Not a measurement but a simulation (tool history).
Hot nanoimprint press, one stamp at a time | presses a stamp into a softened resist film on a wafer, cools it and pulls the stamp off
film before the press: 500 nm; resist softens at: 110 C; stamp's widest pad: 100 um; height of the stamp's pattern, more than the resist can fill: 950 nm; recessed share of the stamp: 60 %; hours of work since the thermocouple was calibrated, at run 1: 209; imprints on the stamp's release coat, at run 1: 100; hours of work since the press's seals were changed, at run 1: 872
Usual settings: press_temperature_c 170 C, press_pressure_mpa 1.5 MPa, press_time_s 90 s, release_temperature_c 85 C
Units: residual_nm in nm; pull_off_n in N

run	hour	press_temperature_c	press_pressure_mpa	press_time_s	release_temperature_c	hours of work since the thermocouple was calibrated	imprints on the stamp's release coat	hours of work since the press's seals were changed	residual_nm	pull_off_n
1	0	170	1.5	90	85	209	100	872	201.2	166
2	27.9	170	1.5	46	85	229	246	891	262.8	168
3	90.8	170	1.5	90	85	272	576	935	201.3	170
# hour 131.3: stamp cleaned and given a new release coat
4	131.3	170	1.5	90	85	296	0	959	206	168
5	176.4	170	1.5	90	85	328	237	990	209.7	169
6	207.2	170	1.5	90	85	349	398	1011	209.2	167
7	265.3	170	1.5	90	85	389	703	1052	213.5	179
# hour 273: plate thermocouple calibrated
# hour 285.1: stamp cleaned and given a new release coat
8	316.3	170	1.5	90	85	26	163	1081	221.6	171
9	380.8	170	1.5	90	85	71	502	1126	224.4	180
10	416.6	170	1.5	90	85	95	689	1150	223.9	184
# hour 435.2: stamp cleaned and given a new release coat
11	464.1	170	1.5	75	85	124	152	1179	243.5	173
12	504.9	170	1.5	90	85	152	366	1207	230.4	181
13	554.5	180	1.5	90	85	187	626	1242	128.2	182
# hour 584.5: stamp cleaned and given a new release coat
# hour 594.9: plate thermocouple calibrated, once more
14	614.9	170	1.5	90	85	14	143	1277	196.3	162
15	667.6	161	1.01	137	83	50	420	1314	319.4	180
# hour 707.9: press's hydraulic seals changed and the load cell set to zero
16	715.3	161	1.25	137	83	78	628	5	295.9	178

Run 17 comes next. What will it give?
# hour 745.7: stamp cleaned and given a new release coat
17	765.6	164	1.34	90	85	109	104	36	?	?

{"run 17": {"residual_nm": 286.8, "pull_off_n": 168}}
Without the tool's hidden state the same run would have given residual_nm 274 nm, pull_off_n 162 N.
